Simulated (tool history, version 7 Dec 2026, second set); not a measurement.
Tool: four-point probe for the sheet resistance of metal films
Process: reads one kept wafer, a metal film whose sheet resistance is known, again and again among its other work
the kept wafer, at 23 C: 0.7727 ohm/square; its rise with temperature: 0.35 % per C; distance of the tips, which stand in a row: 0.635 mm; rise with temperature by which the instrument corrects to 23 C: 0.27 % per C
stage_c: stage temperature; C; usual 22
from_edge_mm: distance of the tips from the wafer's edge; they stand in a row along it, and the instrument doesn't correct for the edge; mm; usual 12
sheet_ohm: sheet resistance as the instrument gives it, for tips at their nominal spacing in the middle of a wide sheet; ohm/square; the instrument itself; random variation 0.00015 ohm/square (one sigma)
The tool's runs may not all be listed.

Run 1, hour 0: usual settings. Result: sheet_ohm 0.764351 ohm/square.
Run 2, hour 26.3: usual settings. Result: sheet_ohm 0.764274 ohm/square.
Run 3, hour 71.5: usual settings. Result: sheet_ohm 0.763786 ohm/square.
Run 4, hour 97.2: usual settings. Result: sheet_ohm 0.763732 ohm/square.
Run 5, hour 119.7: usual settings. Result: sheet_ohm 0.763781 ohm/square.
Run 6, hour 162.6: usual settings but stage_c 35 C. Result: sheet_ohm 0.77133 ohm/square.
Run 7, hour 201.9: usual settings. Result: sheet_ohm 0.763491 ohm/square.
Run 8, hour 233.4: usual settings. Result: sheet_ohm 0.763593 ohm/square.
Run 9, hour 270.6: usual settings. Result: sheet_ohm 0.763453 ohm/square.
Run 10, hour 316.5: usual settings but stage_c 28 C. Result: sheet_ohm 0.766735 ohm/square.
Run 11, hour 356.8: usual settings but stage_c 28 C. Result: sheet_ohm 0.766788 ohm/square.
Run 12, hour 397.4: usual settings but from_edge_mm 4 mm. Result: sheet_ohm 0.771962 ohm/square.
Run 13, hour 442.7: usual settings but from_edge_mm 4 mm. Result: sheet_ohm 0.780025 ohm/square.
Run 14, hour 474.7: usual settings but from_edge_mm 4 mm. Result: sheet_ohm 0.779869 ohm/square.
Run 15, hour 510.8: usual settings but from_edge_mm 4 mm. Result: sheet_ohm 0.779482 ohm/square.
Run 16, hour 546.3: usual settings but from_edge_mm 4 mm. Result: sheet_ohm 0.779529 ohm/square.
Run 17, hour 568: usual settings but from_edge_mm 4 mm. Result: sheet_ohm 0.77972 ohm/square.
Run 18, hour 599.8: usual settings but from_edge_mm 4 mm. Result: sheet_ohm 0.779321 ohm/square.
Run 19, hour 632.1: usual settings. Result: sheet_ohm 0.770222 ohm/square.
Run 20, hour 678.2: usual settings. Result: sheet_ohm 0.771152 ohm/square.
Run 21, hour 721.2: usual settings. Result: sheet_ohm 0.770898 ohm/square.
Run 22, hour 769.6: usual settings. Result: sheet_ohm 0.770794 ohm/square.
Run 23, hour 809.6: usual settings but from_edge_mm 59 mm. Result: sheet_ohm 0.769721 ohm/square.
Run 24, hour 849: usual settings but stage_c 24 C, from_edge_mm 10 mm. Result: sheet_ohm 0.772275 ohm/square.
Run 25, hour 873.3: usual settings but stage_c 27 C, from_edge_mm 4 mm. Result: sheet_ohm 0.782679 ohm/square.
Run 26, hour 914.9: usual settings but stage_c 30 C. Result: sheet_ohm 0.775266 ohm/square.
Run 27, hour 959.6: usual settings but stage_c 28 C, from_edge_mm 8 mm. Result: sheet_ohm 0.775349 ohm/square.
Run 28, hour 996.3: usual settings but stage_c 28 C, from_edge_mm 8 mm. Result: sheet_ohm 0.775289 ohm/square.
Run 29, hour 1020.7: usual settings but stage_c 19 C, from_edge_mm 24 mm. Result: sheet_ohm 0.767327 ohm/square.
Run 30, hour 1069.5: usual settings but stage_c 19 C, from_edge_mm 24 mm. Result: sheet_ohm 0.767129 ohm/square.
Run 31, hour 1090.5: usual settings but stage_c 19 C, from_edge_mm 24 mm. Result: sheet_ohm 0.767131 ohm/square.
Run 32, hour 1119.7: usual settings but stage_c 20 C, from_edge_mm 25 mm. Result: sheet_ohm 0.767318 ohm/square.
Run 33, hour 1150.6: usual settings but stage_c 27 C, from_edge_mm 61 mm. Result: sheet_ohm 0.771581 ohm/square.
Run 34, hour 1189.4: usual settings but stage_c 35 C, from_edge_mm 36 mm. Result: sheet_ohm 0.776332 ohm/square.
Run 35, hour 1223.2: usual settings but stage_c 35 C, from_edge_mm 36 mm. Result: sheet_ohm 0.776265 ohm/square.
Run 36, hour 1262.5: usual settings but stage_c 35 C, from_edge_mm 36 mm. Result: sheet_ohm 0.776064 ohm/square.
Run 37, hour 1295.4: usual settings but stage_c 35 C, from_edge_mm 36 mm. Result: sheet_ohm 0.775579 ohm/square.
Run 38, hour 1341: usual settings but stage_c 35 C, from_edge_mm 36 mm. Result: sheet_ohm 0.775724 ohm/square.
Run 39, hour 1386.6: usual settings but from_edge_mm 5 mm. Result: sheet_ohm 0.774566 ohm/square.
Run 40, hour 1412.2: usual settings but stage_c 24 C, from_edge_mm 69 mm. Result: sheet_ohm 0.76873 ohm/square.
Run 41, hour 1443.3: usual settings but stage_c 28 C, from_edge_mm 4 mm. Result: sheet_ohm 0.781854 ohm/square.
Run 42, hour 1488.1: usual settings but stage_c 28 C, from_edge_mm 22 mm. Result: sheet_ohm 0.771441 ohm/square.
Run 43, hour 1519.6: usual settings but stage_c 25 C, from_edge_mm 7 mm. Result: sheet_ohm 0.772323 ohm/square.
Run 44, hour 1551.6: usual settings but stage_c 25 C, from_edge_mm 7 mm. Result: sheet_ohm 0.772454 ohm/square.

Taken out of this log: 3 entries between the listed runs. Where each belongs, and how the hidden state differs across it:
Between runs 12 and 13: new probe head fitted (hour 435.1)
  inner tips' distance over the nominal, %: -1.151 -> -0.161; tips' flats over new ones', %: 52 -> 0
  measured less the result without the state, sheet_ohm: -0.010435 -> -0.002101 ohm/square
Between runs 13 and 14: stage's thermometer calibrated (hour 447)
  inner tips' distance over the nominal, %: -0.161 -> -0.172; tips' flats over new ones', %: 0 -> 1; wafer's true temperature over the reading, C: -0.27 -> -0.41
  measured less the result without the state, sheet_ohm: -0.002101 -> -0.002563 ohm/square
Between runs 19 and 20: stage's thermometer calibrated, once more (hour 673.4)
  inner tips' distance over the nominal, %: -0.226 -> -0.241; tips' flats over new ones', %: 4 -> 5; wafer's true temperature over the reading, C: -0.43 -> -0.04
  measured less the result without the state, sheet_ohm: -0.003037 -> -0.00213 ohm/square
